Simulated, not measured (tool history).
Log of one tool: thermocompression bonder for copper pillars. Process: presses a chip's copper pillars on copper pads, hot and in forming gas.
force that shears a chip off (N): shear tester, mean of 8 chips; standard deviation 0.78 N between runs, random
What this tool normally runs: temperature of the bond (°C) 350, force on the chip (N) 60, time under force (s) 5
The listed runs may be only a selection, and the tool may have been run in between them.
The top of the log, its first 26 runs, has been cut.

run,hour,temperature of the bond (°C),force on the chip (N),time under force (s),force that shears a chip off (N)
27,224.1,353,38,15,69.7
28,236.4,353,38,15,68.8
29,242.8,378,38,6,61.7
30,251.3,350,77,5,65.0
31,256.8,345,86,3,58.0
32,265.6,348,45,3,45.4
33,276.8,348,45,3,43.7
34,281.9,361,60,6,66.6
35,288.9,325,90,15,75.7
36,295.5,325,90,15,75.4
37,302.3,350,84,14,79.5
38,307.8,378,39,5,59.7
39,316.1,378,39,5,58.9

Forecast each of these 3 alternatives for the next run:
A,328.0,360,51,8,?
B,328.0,348,60,3,?
C,328.0,350,60,11,?

run,force that shears a chip off (N)
A,65.6
B,50.1
C,72.6
Take away the tool's hidden state, keep each run's random variation, and the runs would have read:
run,force that shears a chip off (N)
A,65.9
B,50.4
C,73.0
